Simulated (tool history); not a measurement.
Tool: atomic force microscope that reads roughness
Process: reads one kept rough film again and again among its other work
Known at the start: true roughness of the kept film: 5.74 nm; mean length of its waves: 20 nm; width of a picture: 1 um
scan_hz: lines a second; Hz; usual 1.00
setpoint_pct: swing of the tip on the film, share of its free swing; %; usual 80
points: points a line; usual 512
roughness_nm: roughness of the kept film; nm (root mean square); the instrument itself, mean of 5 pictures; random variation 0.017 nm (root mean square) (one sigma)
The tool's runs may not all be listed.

| run | hour | scan_hz | setpoint_pct | points | roughness_nm |
|---|---|---|---|---|---|
| 1 | 0.0 | 1.00 | 80 | 512 | 4.158 |
| 2 | 9.3 | 2.87 | 80 | 512 | 3.724 |
| 3 | 18.0 | 1.00 | 80 | 512 | 4.144 |
|  | 29.3 | new tip fitted |
| 4 | 29.3 | 1.00 | 80 | 512 | 4.145 |
| 5 | 40.4 | 1.00 | 80 | 512 | 4.160 |
| 6 | 51.9 | 1.00 | 80 | 512 | 4.162 |
|  | 59.9 | new tip fitted |
| 7 | 61.7 | 1.00 | 80 | 512 | 4.176 |
| 8 | 76.4 | 1.00 | 80 | 512 | 4.132 |
|  | 89.8 | new tip fitted |
| 9 | 90.4 | 1.00 | 80 | 512 | 4.165 |
| 10 | 97.4 | 1.00 | 80 | 512 | 4.119 |
| 11 | 106.7 | 1.00 | 80 | 512 | 4.140 |
| 12 | 115.5 | 1.00 | 89 | 512 | 4.007 |
|  | 120.5 | new tip fitted |
| 13 | 129.7 | 1.00 | 89 | 512 | 4.030 |
| 14 | 143.7 | 1.44 | 65 | 671 | 4.247 |
|  | 150.6 | new tip fitted |
| 15 | 152.6 | 1.44 | 65 | 671 | 4.258 |
| 16 | 160.6 | 2.29 | 56 | 497 | 4.270 |
| 17 | 173.7 | 2.29 | 56 | 497 | 4.278 |
|  | 181.0 | new tip fitted |
| 18 | 181.6 | 1.00 | 59 | 551 | 4.349 |
| 19 | 189.1 | 1.00 | 59 | 551 | 4.341 |
| 20 | 205.6 | 0.76 | 57 | 512 | 4.357 |
|  | 211.7 | new tip fitted |
| 21 | 215.0 | 0.76 | 80 | 512 | 4.229 |
| 22 | 227.0 | 0.52 | 79 | 828 | 4.309 |
| 23 | 234.7 | 0.52 | 79 | 828 | 4.301 |
|  | 242.2 | new tip fitted |
| 24 | 250.2 | 1.88 | 80 | 561 | 3.900 |
| 25 | 261.7 | 2.31 | 60 | 618 | 4.249 |
| 26 | 269.9 | 1.98 | 73 | 580 | 4.050 |

Forecast each of these 4 alternatives for the next run:
|  | 272.2 | new tip fitted |
| A | 285.2 | 0.93 | 57 | 580 | ? |
|  | 272.2 | new tip fitted |
| B | 285.2 | 1.98 | 90 | 787 | ? |
|  | 272.2 | new tip fitted |
| C | 285.2 | 1.98 | 73 | 551 | ? |
|  | 272.2 | new tip fitted |
| D | 285.2 | 1.00 | 81 | 890 | ? |

| run | roughness_nm |
|---|---|
| A | 4.355 |
| B | 3.694 |
| C | 4.066 |
| D | 4.154 |
Without the tool's hidden state the same runs would have given:
| run | roughness_nm |
|---|---|
| A | 4.363 |
| B | 3.700 |
| C | 4.073 |
| D | 4.162 |
